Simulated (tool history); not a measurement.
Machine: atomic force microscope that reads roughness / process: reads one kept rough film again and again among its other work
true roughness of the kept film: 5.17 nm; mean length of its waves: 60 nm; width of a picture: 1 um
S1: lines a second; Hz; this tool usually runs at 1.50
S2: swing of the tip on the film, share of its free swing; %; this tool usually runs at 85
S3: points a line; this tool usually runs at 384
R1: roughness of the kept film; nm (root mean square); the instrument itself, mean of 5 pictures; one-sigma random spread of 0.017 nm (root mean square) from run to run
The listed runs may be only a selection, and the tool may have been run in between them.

run 1 day=0.000 | S1=1.50 S2=85 S3=384 | R1=3.899
run 2 day=0.733 | S1=1.50 S2=85 S3=1017 | R1=3.851
run 3 day=1.104 | S1=1.50 S2=85 S3=1017 | R1=3.821
run 4 day=1.542 | S1=1.50 S2=85 S3=1017 | R1=3.827
run 5 day=2.192 | S1=2.68 S2=85 S3=384 | R1=3.353
run 6 day=2.554 | S1=1.50 S2=85 S3=814 | R1=3.707
-- day=2.938 new tip fitted
run 7 day=3.262 | S1=1.50 S2=85 S3=384 | R1=4.088
run 8 day=3.821 | S1=1.50 S2=85 S3=384 | R1=4.024
run 9 day=4.204 | S1=1.50 S2=85 S3=384 | R1=4.033
run 10 day=4.596 | S1=1.50 S2=85 S3=432 | R1=4.007
run 11 day=5.079 | S1=1.50 S2=85 S3=432 | R1=3.944
run 12 day=5.783 | S1=2.03 S2=85 S3=384 | R1=3.699
run 13 day=6.446 | S1=2.26 S2=85 S3=384 | R1=3.519
run 14 day=6.946 | S1=1.50 S2=85 S3=384 | R1=3.765
run 15 day=7.392 | S1=1.50 S2=85 S3=384 | R1=3.775
run 16 day=8.062 | S1=1.50 S2=85 S3=521 | R1=3.737
-- day=8.433 new tip fitted
run 17 day=8.446 | S1=1.50 S2=85 S3=521 | R1=4.116
run 18 day=8.946 | S1=1.50 S2=85 S3=521 | R1=4.087
run 19 day=9.417 | S1=1.50 S2=85 S3=759 | R1=4.052
run 20 day=9.825 | S1=1.50 S2=85 S3=759 | R1=4.018
run 21 day=10.267 | S1=1.50 S2=85 S3=759 | R1=3.970
run 22 day=10.588 | S1=1.51 S2=81 S3=925 | R1=4.049
run 23 day=11.171 | S1=2.57 S2=64 S3=625 | R1=4.182
run 24 day=11.892 | S1=2.05 S2=66 S3=384 | R1=4.148
run 25 day=12.308 | S1=0.78 S2=71 S3=366 | R1=4.337
run 26 day=12.733 | S1=1.19 S2=63 S3=566 | R1=4.281
run 27 day=13.212 | S1=0.53 S2=76 S3=566 | R1=4.244
run 28 day=13.596 | S1=0.53 S2=76 S3=566 | R1=4.231
-- day=13.896 new tip fitted
run 29 day=14.079 | S1=2.94 S2=80 S3=716 | R1=3.792
run 30 day=14.604 | S1=2.94 S2=80 S3=716 | R1=3.760
run 31 day=15.221 | S1=2.94 S2=80 S3=716 | R1=3.687
run 32 day=15.525 | S1=2.94 S2=80 S3=716 | R1=3.708
run 33 day=15.854 | S1=2.94 S2=80 S3=716 | R1=3.675
run 34 day=16.196 | S1=2.94 S2=80 S3=716 | R1=3.636
run 35 day=16.679 | S1=0.57 S2=85 S3=384 | R1=4.289
run 36 day=17.067 | S1=3.63 S2=85 S3=384 | R1=3.158
run 37 day=17.429 | S1=3.63 S2=85 S3=384 | R1=3.162
run 38 day=17.942 | S1=3.63 S2=85 S3=384 | R1=3.113
run 39 day=18.425 | S1=0.95 S2=86 S3=518 | R1=3.984

Below, each run's measurement less what the same run would have read without the hidden state. Both values contain the same run-to-run variation, but the gauge's scatter may not be the same in both:
What the log doesn't record here: radius of the tip, nm; height scale over the true one, %; drift of the gauge itself on roughness_nm, %.
run=1 R1=-0.230
run=2 R1=-0.287
run=3 R1=-0.316
run=4 R1=-0.352
run=5 R1=-0.352
run=6 R1=-0.421
run=7 R1=-0.050
run=8 R1=-0.096
run=9 R1=-0.129
run=10 R1=-0.155
run=11 R1=-0.190
run=12 R1=-0.236
run=13 R1=-0.278
run=14 R1=-0.339
run=15 R1=-0.374
run=16 R1=-0.428
run=17 R1=-0.012
run=18 R1=-0.055
run=19 R1=-0.097
run=20 R1=-0.132
run=21 R1=-0.171
run=22 R1=-0.202
run=23 R1=-0.260
run=24 R1=-0.318
run=25 R1=-0.365
run=26 R1=-0.400
run=27 R1=-0.439
run=28 R1=-0.468
run=29 R1=-0.029
run=30 R1=-0.077
run=31 R1=-0.124
run=32 R1=-0.150
run=33 R1=-0.176
run=34 R1=-0.203
run=35 R1=-0.283
run=36 R1=-0.234
run=37 R1=-0.259
run=38 R1=-0.289
run=39 R1=-0.409
